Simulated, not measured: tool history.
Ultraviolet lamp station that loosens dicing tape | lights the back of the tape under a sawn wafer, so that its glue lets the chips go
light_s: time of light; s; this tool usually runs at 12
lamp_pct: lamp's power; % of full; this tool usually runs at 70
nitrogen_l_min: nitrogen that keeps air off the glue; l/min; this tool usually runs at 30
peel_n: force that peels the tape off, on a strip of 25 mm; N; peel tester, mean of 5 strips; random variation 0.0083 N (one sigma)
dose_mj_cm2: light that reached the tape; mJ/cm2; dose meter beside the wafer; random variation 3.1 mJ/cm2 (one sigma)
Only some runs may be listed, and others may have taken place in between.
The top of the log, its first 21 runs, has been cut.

run	day	light_s	lamp_pct	nitrogen_l_min	peel_n	dose_mj_cm2
22	18.038	9	91	17	0.682	405
# day 18.479: window cleaned of glue's vapour
23	18.738	9	91	17	0.605	437
24	19.6	15	70	13	0.5	557
25	20.596	15	61	13	0.627	478
26	21.483	12	74	13	0.678	461
27	22.138	9	63	12	1.26	292
28	22.708	9	63	12	1.257	291
29	23.842	13	66	23	0.494	437
30	24.604	10	100	30	0.309	506
31	25.296	12	80	30	0.326	478
32	25.85	12	80	30	0.338	472
33	26.633	12	80	30	0.333	468
34	27.629	7	60	26	1.299	203
35	28.704	7	60	14	1.591	202
36	29.475	7	81	30	0.903	270
37	30.292	21	70	13	0.327	696

Forecast run 38:
38	30.988	12	70	19	?	?

{"run 38": {"peel_n": 0.66, "dose_mj_cm2": 396}}
On a tool with no hidden condition, and with the same random variation, this run would have come out at peel_n 0.48 N, dose_mj_cm2 479 mJ/cm2.
